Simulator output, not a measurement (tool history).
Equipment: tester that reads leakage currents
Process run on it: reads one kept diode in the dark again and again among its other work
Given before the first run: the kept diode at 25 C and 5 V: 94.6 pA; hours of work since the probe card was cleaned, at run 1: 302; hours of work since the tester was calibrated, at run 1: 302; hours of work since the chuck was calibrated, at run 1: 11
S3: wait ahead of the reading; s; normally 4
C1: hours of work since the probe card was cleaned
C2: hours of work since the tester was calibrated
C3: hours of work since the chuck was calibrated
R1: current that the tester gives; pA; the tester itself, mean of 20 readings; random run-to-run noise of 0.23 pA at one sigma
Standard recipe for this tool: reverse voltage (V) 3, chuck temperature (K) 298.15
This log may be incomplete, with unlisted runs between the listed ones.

Run 1, hour 0: usual settings; C1 302; C2 302; C3 11. Result: R1 74.35 pA.
Run 2, hour 88.4: usual settings; C1 366; C2 366; C3 76. Result: R1 74.16 pA.
Run 3, hour 179.4: usual settings but S3 0.56 s; C1 433; C2 433; C3 142. Result: R1 75.18 pA.
Run 4, hour 247.5: usual settings but S3 0.56 s; C1 482; C2 482; C3 192. Result: R1 74.48 pA.
Run 5, hour 321.6: usual settings but S3 0.56 s; C1 536; C2 536; C3 246. Result: R1 74.1 pA.
Run 6, hour 392.6: usual settings but chuck temperature (K) 332.15, S3 0.56 s; C1 588; C2 588; C3 298. Result: R1 1188.54 pA.
Run 7, hour 457.5: usual settings; C1 635; C2 635; C3 345. Result: R1 71.73 pA.
Run 8, hour 508.8: usual settings; C1 673; C2 673; C3 382. Result: R1 71.46 pA.
Run 9, hour 603.7: usual settings but reverse voltage (V) 2.37; C1 742; C2 742; C3 451. Result: R1 62.81 pA.
Run 10, hour 705.3: usual settings but reverse voltage (V) 2.37; C1 816; C2 816; C3 525. Result: R1 62.09 pA.
Run 11, hour 824: usual settings but reverse voltage (V) 2.37; C1 902; C2 902; C3 612. Result: R1 61.74 pA.
Run 12, hour 903.8: usual settings but S3 0.49 s; C1 961; C2 961; C3 670. Result: R1 70.92 pA.
Run 13, hour 970.4: usual settings but S3 0.49 s; C1 1009; C2 1009; C3 719. Result: R1 70.54 pA.
At hour 977.8: tester calibrated.
Run 14, hour 1023.5: usual settings but S3 0.49 s; C1 1046; C2 33; C3 756. Result: R1 69.8 pA.
Run 15, hour 1117.9: usual settings but S3 0.49 s; C1 1115; C2 102; C3 825. Result: R1 69.11 pA.
At hour 1184.7: chuck's temperature calibrated.
Run 16, hour 1210.5: usual settings but chuck temperature (K) 297.15; C1 1181; C2 168; C3 19. Result: R1 67.69 pA.
Run 17, hour 1263.6: usual settings but chuck temperature (K) 297.15; C1 1220; C2 207; C3 58. Result: R1 67.18 pA.
Run 18, hour 1342.2: usual settings but chuck temperature (K) 297.15; C1 1277; C2 264; C3 115. Result: R1 66.91 pA.
Run 19, hour 1413: usual settings but chuck temperature (K) 297.15; C1 1329; C2 316; C3 166. Result: R1 66.4 pA.
Run 20, hour 1490.4: usual settings but chuck temperature (K) 297.15; C1 1385; C2 372; C3 223. Result: R1 65.89 pA.
Run 21, hour 1605.9: usual settings but reverse voltage (V) 2.58, chuck temperature (K) 324.15, S3 3.2 s; C1 1469; C2 456; C3 307. Result: R1 583.12 pA.
At hour 1623.1: tester calibrated, once more.
Run 22, hour 1702.7: usual settings but reverse voltage (V) 9.59, chuck temperature (K) 313.15, S3 6.76 s; C1 1539; C2 58; C3 376. Result: R1 472.24 pA.
Run 23, hour 1762.6: usual settings but reverse voltage (V) 5.01, chuck temperature (K) 304.15, S3 6.76 s; C1 1582; C2 102; C3 420. Result: R1 158.41 pA.
Run 24, hour 1811.4: usual settings but reverse voltage (V) 5.01, chuck temperature (K) 304.15, S3 6.76 s; C1 1618; C2 137; C3 455. Result: R1 156.83 pA.
Run 25, hour 1862: usual settings but reverse voltage (V) 5.01, chuck temperature (K) 304.15, S3 6.76 s; C1 1655; C2 174; C3 492. Result: R1 156.96 pA.
Run 26, hour 1914.3: usual settings but reverse voltage (V) 10.78, chuck temperature (K) 312.15; C1 1693; C2 212; C3 530. Result: R1 453.93 pA.
Run 27, hour 1976.4: usual settings but reverse voltage (V) 3.3, chuck temperature (K) 301.15; C1 1738; C2 258; C3 576. Result: R1 96.62 pA.
Run 28, hour 2061.4: usual settings but reverse voltage (V) 6.02, chuck temperature (K) 324.15, S3 0.35 s; C1 1800; C2 319; C3 638. Result: R1 874.95 pA.
Run 29, hour 2157.6: usual settings but chuck temperature (K) 333.15, S3 0.34 s; C1 1870; C2 390; C3 708. Result: R1 1200.82 pA.
Run 30, hour 2273.6: usual settings but chuck temperature (K) 293.15, S3 6.12 s; C1 1955; C2 474; C3 792. Result: R1 44.34 pA.
Run 31, hour 2336.9: usual settings but reverse voltage (V) 3.24, chuck temperature (K) 296.15, S3 6.12 s; C1 2001; C2 520; C3 838. Result: R1 59.82 pA.
At hour 2379.9: chuck's temperature calibrated.
Run 32, hour 2405: usual settings but reverse voltage (V) 3.24, chuck temperature (K) 296.15, S3 6.12 s; C1 2049; C2 568; C3 18. Result: R1 67.18 pA.
Run 33, hour 2472.6: usual settings but reverse voltage (V) 4.35, chuck temperature (K) 305.15, S3 2.95 s; C1 2098; C2 618; C3 68. Result: R1 170.03 pA.
Run 34, hour 2579.2: usual settings but reverse voltage (V) 11.16, chuck temperature (K) 294.15, S3 0.74 s; C1 2176; C2 695; C3 145. Result: R1 114.95 pA.
Run 35, hour 2666.4: usual settings but reverse voltage (V) 4.45; C1 2240; C2 759; C3 209. Result: R1 92.82 pA.
Run 36, hour 2729.4: usual settings but reverse voltage (V) 4.45; C1 2285; C2 805; C3 255. Result: R1 92.26 pA.
Run 37, hour 2798.9: usual settings but reverse voltage (V) 19.14, S3 3.76 s; C1 2336; C2 856; C3 305. Result: R1 205.79 pA.
Run 38, hour 2859: usual settings but reverse voltage (V) 4.66, chuck temperature (K) 300.15, S3 3.14 s; C1 2380; C2 899; C3 349. Result: R1 111.62 pA.

Each row is a separate what-if for the run after 38, all from the same tool condition, not one after another. Results?
Run A, hour 2943.1: usual settings but reverse voltage (V) 2.73, chuck temperature (K) 301.15, S3 1.84 s; C1 2441; C2 961; C3 410. Result: R1 ?.
Run B, hour 2943.1: usual settings but S3 1.28 s; C1 2441; C2 961; C3 410. Result: R1 ?.
Run C, hour 2943.1: usual settings but chuck temperature (K) 308.15, S3 1.42 s; C1 2441; C2 961; C3 410. Result: R1 ?.
Run D, hour 2943.1: usual settings but reverse voltage (V) 10.25, chuck temperature (K) 297.15, S3 3.14 s; C1 2441; C2 961; C3 410. Result: R1 ?.
Run E, hour 2943.1: usual settings but chuck temperature (K) 295.15; C1 2441; C2 961; C3 410. Result: R1 ?.

run      R1
  A    91.1
  B   73.93
  C   174.2
  D  132.07
  E   56.57
Had the tool no hidden state, the same runs would have come out as:
run      R1
  A   92.47
  B    73.9
  C  179.85
  D  124.54
  E   55.55

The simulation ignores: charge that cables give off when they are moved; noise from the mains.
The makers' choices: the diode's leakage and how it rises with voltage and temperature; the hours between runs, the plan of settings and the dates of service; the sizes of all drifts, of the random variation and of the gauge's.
